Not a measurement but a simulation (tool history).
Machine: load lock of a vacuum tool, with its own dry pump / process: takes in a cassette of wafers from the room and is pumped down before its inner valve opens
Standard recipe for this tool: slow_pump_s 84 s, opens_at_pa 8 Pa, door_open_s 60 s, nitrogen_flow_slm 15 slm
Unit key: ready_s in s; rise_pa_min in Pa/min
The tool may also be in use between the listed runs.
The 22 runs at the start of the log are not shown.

| run | day | slow_pump_s | opens_at_pa | door_open_s | nitrogen_flow_slm | incoming humidity of the room's air, % | ready_s | rise_pa_min |
|---|---|---|---|---|---|---|---|---|
| 23 | 203.267 | 123 | 9 | 35 | 7 | 44.2 | 182.7 | 0.164 |
| 24 | 213.412 | 123 | 9 | 35 | 7 | 45.3 | 183.3 | 0.172 |
| 25 | 223.533 | 50 | 8 | 60 | 8 | 46.5 | 127.3 | 0.178 |
| 26 | 236.054 | 114 | 9 | 66 | 8 | 42.9 | 177.5 | 0.183 |
| 27 | 249.292 | 114 | 9 | 66 | 8 | 48.2 | 177.5 | 0.192 |
| 28 | 257.842 | 114 | 9 | 66 | 27 | 41.9 | 178.4 | 0.186 |
| 29 | 271.325 | 128 | 8 | 35 | 15 | 41.7 | 191.0 | 0.189 |
| 30 | 279.296 | 128 | 8 | 35 | 15 | 45.2 | 191.5 | 0.201 |
| 31 | 286.875 | 44 | 8 | 55 | 15 | 44.4 | 124.9 | 0.211 |
| 32 | 294.333 | 44 | 9 | 171 | 15 | 43.9 | 122.5 | 0.220 |
| 33 | 307.250 | 65 | 8 | 63 | 15 | 45.3 | 142.7 | 0.224 |
| 34 | 315.100 | 84 | 8 | 41 | 10 | 44.1 | 156.6 | 0.229 |
|  | 320.038 | dry pump taken out, an overhauled one fitted |
| 35 | 322.808 | 53 | 7 | 208 | 10 | 42.9 | 118.9 | 0.249 |
| 36 | 334.717 | 62 | 12 | 50 | 15 | 46.4 | 121.8 | 0.237 |

Below are 5 alternative next runs, each starting from the tool's condition after run 36. Predict each:
| A | 343.696 | 62 | 10 | 91 | 15 | 46.3 | ? | ? |
| B | 343.696 | 84 | 8 | 46 | 4 | 46.5 | ? | ? |
| C | 343.696 | 75 | 14 | 60 | 35 | 45.1 | ? | ? |
| D | 343.696 | 101 | 6 | 60 | 19 | 48.4 | ? | ? |
| E | 343.696 | 62 | 12 | 136 | 15 | 44.4 | ? | ? |

| run | ready_s | rise_pa_min |
|---|---|---|
| A | 123.3 | 0.246 |
| B | 142.2 | 0.257 |
| C | 129.9 | 0.229 |
| D | 162.0 | 0.244 |
| E | 123.4 | 0.257 |
With the hidden condition removed and each run's random variation left untouched, the same runs would have given:
| run | ready_s | rise_pa_min |
|---|---|---|
| A | 121.6 | 0.021 |
| B | 140.6 | 0.031 |
| C | 128.2 | 0.004 |
| D | 160.2 | 0.018 |
| E | 121.5 | 0.029 |

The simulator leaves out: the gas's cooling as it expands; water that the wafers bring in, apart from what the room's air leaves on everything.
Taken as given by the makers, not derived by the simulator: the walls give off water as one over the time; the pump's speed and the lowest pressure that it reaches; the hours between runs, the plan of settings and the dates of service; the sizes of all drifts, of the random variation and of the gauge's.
